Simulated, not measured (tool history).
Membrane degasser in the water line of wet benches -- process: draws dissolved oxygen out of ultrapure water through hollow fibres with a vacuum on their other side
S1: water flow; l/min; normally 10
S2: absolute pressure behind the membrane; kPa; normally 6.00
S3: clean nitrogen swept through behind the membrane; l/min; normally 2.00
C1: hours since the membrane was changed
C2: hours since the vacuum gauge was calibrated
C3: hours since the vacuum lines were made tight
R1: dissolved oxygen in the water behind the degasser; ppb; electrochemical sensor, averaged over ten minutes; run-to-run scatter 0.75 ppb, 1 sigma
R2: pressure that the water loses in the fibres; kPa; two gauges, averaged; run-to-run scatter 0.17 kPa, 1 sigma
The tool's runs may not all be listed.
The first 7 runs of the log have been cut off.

{"run": 8, "hour": 248.5, "S1": 10, "S2": 10.61, "S3": 2.0, "C1": 782, "C2": 4565, "C3": 483, "R1": 125.1, "R2": 27.95}
{"run": 9, "hour": 281.0, "S1": 10, "S2": 6.0, "S3": 0.84, "C1": 814, "C2": 4597, "C3": 516, "R1": 110.7, "R2": 27.81}
{"run": 10, "hour": 307.2, "S1": 10, "S2": 6.0, "S3": 0.84, "C1": 840, "C2": 4623, "C3": 542, "R1": 111.7, "R2": 27.73}
{"run": 11, "hour": 332.4, "S1": 10, "S2": 6.0, "S3": 0.84, "C1": 866, "C2": 4648, "C3": 567, "R1": 111.2, "R2": 27.91}
{"run": 12, "hour": 360.0, "S1": 14, "S2": 6.0, "S3": 2.0, "C1": 893, "C2": 4676, "C3": 595, "R1": 173.5, "R2": 39.04}
{"run": 13, "hour": 404.1, "S1": 14, "S2": 6.0, "S3": 2.0, "C1": 937, "C2": 4720, "C3": 639, "R1": 180.0, "R2": 38.89}
{"run": 14, "hour": 442.5, "S1": 14, "S2": 6.0, "S3": 2.0, "C1": 976, "C2": 4759, "C3": 677, "R1": 182.8, "R2": 38.92}
{"run": 15, "hour": 481.9, "S1": 10, "S2": 6.0, "S3": 5.19, "C1": 1015, "C2": 4798, "C3": 717, "R1": 48.2, "R2": 27.79}
{"run": 16, "hour": 512.3, "S1": 10, "S2": 6.0, "S3": 5.19, "C1": 1045, "C2": 4828, "C3": 747, "R1": 47.3, "R2": 28.09}
{"run": 17, "hour": 536.4, "S1": 13, "S2": 3.8, "S3": 0.84, "C1": 1070, "C2": 4852, "C3": 771, "R1": 126.5, "R2": 36.18}
{"run": 18, "hour": 566.7, "S1": 13, "S2": 3.8, "S3": 0.84, "C1": 1100, "C2": 4883, "C3": 802, "R1": 123.9, "R2": 35.9}
{"run": 19, "hour": 587.6, "S1": 13, "S2": 3.8, "S3": 0.84, "C1": 1121, "C2": 4904, "C3": 822, "R1": 122.7, "R2": 36.21}
{"run": 20, "hour": 617.2, "S1": 13, "S2": 3.8, "S3": 0.84, "C1": 1150, "C2": 4933, "C3": 852, "R1": 124.9, "R2": 36.48}
{"run": 21, "hour": 649.5, "S1": 12, "S2": 3.93, "S3": 1.66, "C1": 1183, "C2": 4966, "C3": 884, "R1": 88.1, "R2": 33.33}
{"run": 22, "hour": 686.8, "S1": 12, "S2": 3.93, "S3": 1.66, "C1": 1220, "C2": 5003, "C3": 922, "R1": 87.7, "R2": 33.46}
{"run": 23, "hour": 726.7, "S1": 12, "S2": 6.98, "S3": 2.07, "C1": 1260, "C2": 5043, "C3": 962, "R1": 130.0, "R2": 33.29}
{"run": 24, "hour": 750.8, "S1": 10, "S2": 14.36, "S3": 0.8, "C1": 1284, "C2": 5067, "C3": 986, "R1": 337.5, "R2": 27.95}
{"run": 25, "hour": 784.3, "S1": 13, "S2": 4.59, "S3": 3.62, "C1": 1317, "C2": 5100, "C3": 1019, "R1": 115.5, "R2": 35.99}
{"hour": 816.0, "done": "vacuum gauge calibrated"}
{"run": 26, "hour": 820.0, "S1": 8, "S2": 8.25, "S3": 4.48, "C1": 1353, "C2": 4, "C3": 1054, "R1": 34.0, "R2": 22.32}
{"run": 27, "hour": 863.7, "S1": 8, "S2": 8.25, "S3": 4.48, "C1": 1396, "C2": 48, "C3": 1098, "R1": 33.7, "R2": 22.22}

Run 28 has not been measured yet. What should we expect?
{"run": 28, "hour": 890.2, "S1": 10, "S2": 8.25, "S3": 4.48, "C1": 1423, "C2": 74, "C3": 1125, "R1": "?", "R2": "?"}

R1: 62.9 ppb
R2: 27.76 kPa
With the hidden condition absent and the run-to-run variation left alone, this run would have shown R1 62.9 ppb, R2 27.75 kPa.

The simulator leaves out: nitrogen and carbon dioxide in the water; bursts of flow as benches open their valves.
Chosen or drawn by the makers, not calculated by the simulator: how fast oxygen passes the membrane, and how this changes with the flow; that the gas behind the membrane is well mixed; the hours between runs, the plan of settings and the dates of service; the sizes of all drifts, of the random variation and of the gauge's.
